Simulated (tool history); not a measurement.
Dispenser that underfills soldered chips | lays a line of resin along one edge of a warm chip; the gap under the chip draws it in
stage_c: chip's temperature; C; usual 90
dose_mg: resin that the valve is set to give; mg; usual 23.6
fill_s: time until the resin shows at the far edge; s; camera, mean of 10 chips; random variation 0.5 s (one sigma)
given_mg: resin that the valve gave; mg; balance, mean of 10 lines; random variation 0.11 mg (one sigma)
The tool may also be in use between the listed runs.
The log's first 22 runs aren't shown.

run,hour,stage_c,dose_mg,fill_s,given_mg
# hour 129.4: new syringe of resin
# hour 132.2: dispensing valve cleaned and set on the balance
23,134.2,92,28.8,41.3,28.75
# hour 138.2: new syringe of resin
24,140.6,99,25.7,27.5,25.66
# hour 146.1: new syringe of resin
25,147.4,104,24.0,20.8,23.74
26,151.1,86,24.2,59.5,23.88
# hour 153.3: new syringe of resin
27,157.5,79,24.8,80.7,24.54
# hour 160.9: new syringe of resin
28,165.2,85,20.8,61.3,20.38
# hour 168.4: new syringe of resin
29,171.3,85,24.4,56.6,23.74
# hour 175.8: new syringe of resin
30,179.4,85,24.4,57.3,23.50
# hour 183.2: new syringe of resin
31,184.9,85,27.8,51.8,26.88
# hour 190.6: new syringe of resin
32,190.6,87,28.3,42.7,27.30
33,195.9,90,24.2,48.9,23.28
# hour 198.3: new syringe of resin
34,199.9,87,21.7,48.9,20.62
# hour 205.7: new syringe of resin
35,207.2,77,21.7,80.1,20.63
# hour 213.1: new syringe of resin
36,215.4,92,21.3,39.6,19.95

3 ways to go on from here, each from the tool as it stands after run 36. What would each give?
A,218.9,94,25.2,?,?
B,218.9,79,21.9,?,?
C,218.9,101,20.8,?,?

run,fill_s,given_mg
A,41.1,23.54
B,88.3,20.72
C,31.3,19.56
Without the tool's hidden state the same runs would have given:
run,fill_s,given_mg
A,32.5,24.98
B,69.8,21.99
C,24.5,20.75
